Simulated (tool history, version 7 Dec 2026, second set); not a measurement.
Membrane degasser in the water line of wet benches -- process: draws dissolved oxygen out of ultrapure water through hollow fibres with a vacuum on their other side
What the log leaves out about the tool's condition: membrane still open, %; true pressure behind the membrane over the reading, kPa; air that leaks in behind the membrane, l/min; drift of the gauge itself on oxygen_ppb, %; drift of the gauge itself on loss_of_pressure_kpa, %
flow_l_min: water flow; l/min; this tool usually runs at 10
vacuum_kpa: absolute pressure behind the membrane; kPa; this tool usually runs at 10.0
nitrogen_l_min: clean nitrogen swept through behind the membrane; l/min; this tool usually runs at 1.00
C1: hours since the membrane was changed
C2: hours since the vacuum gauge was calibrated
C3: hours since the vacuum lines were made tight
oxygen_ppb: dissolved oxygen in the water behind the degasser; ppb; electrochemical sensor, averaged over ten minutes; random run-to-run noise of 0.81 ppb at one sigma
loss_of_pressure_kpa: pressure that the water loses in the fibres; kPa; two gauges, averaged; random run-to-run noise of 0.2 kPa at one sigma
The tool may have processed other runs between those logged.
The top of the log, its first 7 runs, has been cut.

Run 8, hour 482.4: usual settings but flow_l_min 8 l/min; C1 3158; C2 1711; C3 644. Result: oxygen_ppb 131.1 ppb, loss_of_pressure_kpa 36.23 kPa.
Run 9, hour 527.6: usual settings but flow_l_min 8 l/min; C1 3203; C2 1756; C3 689. Result: oxygen_ppb 133.7 ppb, loss_of_pressure_kpa 35.75 kPa.
Run 10, hour 575.2: usual settings but vacuum_kpa 8.8 kPa; C1 3251; C2 1804; C3 737. Result: oxygen_ppb 138.1 ppb, loss_of_pressure_kpa 44.83 kPa.
Run 11, hour 633.3: usual settings but vacuum_kpa 6.4 kPa; C1 3309; C2 1862; C3 795. Result: oxygen_ppb 81.2 ppb, loss_of_pressure_kpa 45.06 kPa.
Run 12, hour 670.1: usual settings but vacuum_kpa 6.4 kPa; C1 3346; C2 1899; C3 832. Result: oxygen_ppb 81.7 ppb, loss_of_pressure_kpa 45.26 kPa.
Run 13, hour 721.5: usual settings but vacuum_kpa 6.4 kPa; C1 3397; C2 1950; C3 883. Result: oxygen_ppb 81.6 ppb, loss_of_pressure_kpa 45.09 kPa.
Run 14, hour 811.6: usual settings but vacuum_kpa 6.4 kPa; C1 3487; C2 2040; C3 973. Result: oxygen_ppb 81.4 ppb, loss_of_pressure_kpa 45.27 kPa.
Run 15, hour 858.8: usual settings but vacuum_kpa 6.4 kPa; C1 3534; C2 2087; C3 1020. Result: oxygen_ppb 81.5 ppb, loss_of_pressure_kpa 45.08 kPa.
Run 16, hour 910.4: usual settings but nitrogen_l_min 0.50 l/min; C1 3586; C2 2139; C3 1072. Result: oxygen_ppb 305.2 ppb, loss_of_pressure_kpa 45.05 kPa.
Run 17, hour 955.4: usual settings but flow_l_min 11 l/min, vacuum_kpa 7.3 kPa; C1 3631; C2 2184; C3 1117. Result: oxygen_ppb 115.4 ppb, loss_of_pressure_kpa 50.03 kPa.
Run 18, hour 1023.2: usual settings but flow_l_min 15 l/min, vacuum_kpa 14.9 kPa, nitrogen_l_min 0.60 l/min; C1 3699; C2 2252; C3 1185. Result: oxygen_ppb 625.4 ppb, loss_of_pressure_kpa 67.81 kPa.
Run 19, hour 1101.8: usual settings but flow_l_min 15 l/min, vacuum_kpa 19.2 kPa, nitrogen_l_min 2.38 l/min; C1 3777; C2 2330; C3 1263. Result: oxygen_ppb 271.4 ppb, loss_of_pressure_kpa 68.07 kPa.
At hour 1107.8: vacuum gauge calibrated.
Run 20, hour 1192.7: usual settings but flow_l_min 15 l/min, vacuum_kpa 24.0 kPa, nitrogen_l_min 1.22 l/min; C1 3868; C2 85; C3 1354. Result: oxygen_ppb 599.2 ppb, loss_of_pressure_kpa 68.23 kPa.
Run 21, hour 1262.5: usual settings but flow_l_min 15 l/min, vacuum_kpa 24.0 kPa, nitrogen_l_min 2.09 l/min; C1 3937; C2 155; C3 1423. Result: oxygen_ppb 380.7 ppb, loss_of_pressure_kpa 68.12 kPa.
Run 22, hour 1345.0: usual settings but flow_l_min 15 l/min, vacuum_kpa 24.0 kPa, nitrogen_l_min 2.09 l/min; C1 4020; C2 237; C3 1506. Result: oxygen_ppb 379.9 ppb, loss_of_pressure_kpa 67.98 kPa.
Run 23, hour 1424.3: usual settings but flow_l_min 15 l/min, vacuum_kpa 12.3 kPa, nitrogen_l_min 0.47 l/min; C1 4099; C2 316; C3 1585. Result: oxygen_ppb 612.2 ppb, loss_of_pressure_kpa 68.20 kPa.
At hour 1446.4: vacuum gauge calibrated, once more.
Run 24, hour 1467.6: usual settings but flow_l_min 13 l/min, vacuum_kpa 7.9 kPa, nitrogen_l_min 0.51 l/min; C1 4142; C2 21; C3 1628. Result: oxygen_ppb 271.1 ppb, loss_of_pressure_kpa 58.64 kPa.
Run 25, hour 1553.4: usual settings but flow_l_min 13 l/min, vacuum_kpa 7.9 kPa, nitrogen_l_min 0.51 l/min; C1 4228; C2 107; C3 1714. Result: oxygen_ppb 269.1 ppb, loss_of_pressure_kpa 59.43 kPa.
Run 26, hour 1612.1: usual settings but flow_l_min 12 l/min, vacuum_kpa 17.4 kPa, nitrogen_l_min 1.04 l/min; C1 4287; C2 166; C3 1773. Result: oxygen_ppb 381.5 ppb, loss_of_pressure_kpa 54.56 kPa.
Run 27, hour 1694.3: usual settings but flow_l_min 12 l/min, vacuum_kpa 17.4 kPa, nitrogen_l_min 1.04 l/min; C1 4369; C2 248; C3 1855. Result: oxygen_ppb 382.4 ppb, loss_of_pressure_kpa 54.57 kPa.
Run 28, hour 1763.8: usual settings but flow_l_min 14 l/min, nitrogen_l_min 1.07 l/min; C1 4438; C2 317; C3 1924. Result: oxygen_ppb 225.9 ppb, loss_of_pressure_kpa 63.74 kPa.
Run 29, hour 1812.7: usual settings but vacuum_kpa 7.1 kPa, nitrogen_l_min 0.43 l/min; C1 4487; C2 366; C3 1973. Result: oxygen_ppb 200.9 ppb, loss_of_pressure_kpa 45.88 kPa.
Run 30, hour 1852.6: usual settings but vacuum_kpa 7.1 kPa, nitrogen_l_min 0.43 l/min; C1 4527; C2 406; C3 2013. Result: oxygen_ppb 201.3 ppb, loss_of_pressure_kpa 46.30 kPa.
Run 31, hour 1913.8: usual settings but vacuum_kpa 7.1 kPa, nitrogen_l_min 0.43 l/min; C1 4588; C2 467; C3 2074. Result: oxygen_ppb 202.2 ppb, loss_of_pressure_kpa 45.82 kPa.

5 ways to go on from here, each from the tool as it stands after run 31. What would each give?
Run A, hour 1980.1: usual settings; C1 4655; C2 534; C3 2141. Result: oxygen_ppb ?, loss_of_pressure_kpa ?.
Run B, hour 1980.1: usual settings but nitrogen_l_min 0.45 l/min; C1 4655; C2 534; C3 2141. Result: oxygen_ppb ?, loss_of_pressure_kpa ?.
Run C, hour 1980.1: usual settings but flow_l_min 9 l/min, vacuum_kpa 7.1 kPa, nitrogen_l_min 0.53 l/min; C1 4655; C2 534; C3 2141. Result: oxygen_ppb ?, loss_of_pressure_kpa ?.
Run D, hour 1980.1: usual settings but flow_l_min 8 l/min, vacuum_kpa 7.6 kPa, nitrogen_l_min 0.77 l/min; C1 4655; C2 534; C3 2141. Result: oxygen_ppb ?, loss_of_pressure_kpa ?.
Run E, hour 1980.1: usual settings but flow_l_min 7 l/min, vacuum_kpa 7.1 kPa, nitrogen_l_min 1.92 l/min; C1 4655; C2 534; C3 2141. Result: oxygen_ppb ?, loss_of_pressure_kpa ?.

run  oxygen_ppb  loss_of_pressure_kpa
  A       167.4                 45.96
  B       329.6                 45.97
  C       153.6                 41.42
  D       111.1                 36.50
  E        36.6                 32.11
Without the tool's hidden state the same runs would have given:
run  oxygen_ppb  loss_of_pressure_kpa
  A       162.8                 43.99
  B       323.5                 44.01
  C       149.3                 39.65
  D       107.7                 34.94
  E        35.2                 30.75

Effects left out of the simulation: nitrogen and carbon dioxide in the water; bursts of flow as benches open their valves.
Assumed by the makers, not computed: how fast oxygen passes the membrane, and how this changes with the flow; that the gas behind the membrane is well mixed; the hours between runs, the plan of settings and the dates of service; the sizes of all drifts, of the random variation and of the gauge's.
